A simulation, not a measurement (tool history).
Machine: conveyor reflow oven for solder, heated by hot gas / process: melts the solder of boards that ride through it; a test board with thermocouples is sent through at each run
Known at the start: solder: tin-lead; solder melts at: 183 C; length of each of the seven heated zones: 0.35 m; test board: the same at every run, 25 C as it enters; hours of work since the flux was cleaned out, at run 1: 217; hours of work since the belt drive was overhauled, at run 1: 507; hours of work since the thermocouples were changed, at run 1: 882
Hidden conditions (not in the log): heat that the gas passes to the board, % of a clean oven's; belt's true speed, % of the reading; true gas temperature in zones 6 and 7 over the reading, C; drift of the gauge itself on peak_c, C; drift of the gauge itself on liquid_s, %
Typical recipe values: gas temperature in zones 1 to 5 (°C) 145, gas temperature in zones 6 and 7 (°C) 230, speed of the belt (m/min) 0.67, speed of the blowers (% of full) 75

run,day,gas temperature in zones 1 to 5 (°C),gas temperature in zones 6 and 7 (°C),speed of the belt (m/min),speed of the blowers (% of full),hours of work since the flux was cleaned out,hours of work since the belt drive was overhauled,hours of work since the thermocouples were changed,highest temperature of the board (°C),time above the solder's melting point (s)
1,0,145,230,0.67,75,217,507,882,213.5,47.4
2,1.104,145,230,0.67,75,232,522,897,213.3,47.2
3,1.821,145,230,0.67,75,242,532,907,213.1,47.4
4,2.479,145,230,0.67,75,251,541,916,213.3,47
5,3.133,145,230,0.67,75,260,550,925,212.6,47.4
6,4.25,145,223,0.67,75,276,565,941,206.3,42.4
7,5.217,145,230,0.67,75,289,579,954,213.2,47
8,5.817,145,230,0.67,53,297,587,962,206.5,40.5
9,6.425,145,230,0.565,75,306,595,971,216.5,59.9
10,7.108,145,230,0.67,75,315,605,980,212.9,46.9
11,7.921,151,230,0.67,75,326,616,991,213.6,50
# day 8.171: thermocouples of zones 6 and 7 changed
# day 8.433: flux residue cleaned out of gas plates and filters
12,8.925,145,230,0.67,75,7,626,8,216.6,49.4
13,9.433,145,230,0.67,75,14,633,15,216.5,49.8
14,10.429,145,242,0.67,75,28,646,28,226.8,55
15,11,145,230,0.67,53,35,654,36,210,44.1
16,11.738,145,230,0.67,53,46,665,46,210.3,43.7
17,12.212,156,230,0.7,51,52,671,53,211,46.1

Estimate the outcome of run 18 from the log above:
18,12.696,156,230,0.7,51,59,678,60,?,?

highest temperature of the board (°C): 211.2
time above the solder's melting point (s): 45.6
If the tool had no hidden condition, the same run with the same run-to-run variation would have returned highest temperature of the board (°C) 211.4, time above the solder's melting point (s) 45.1.
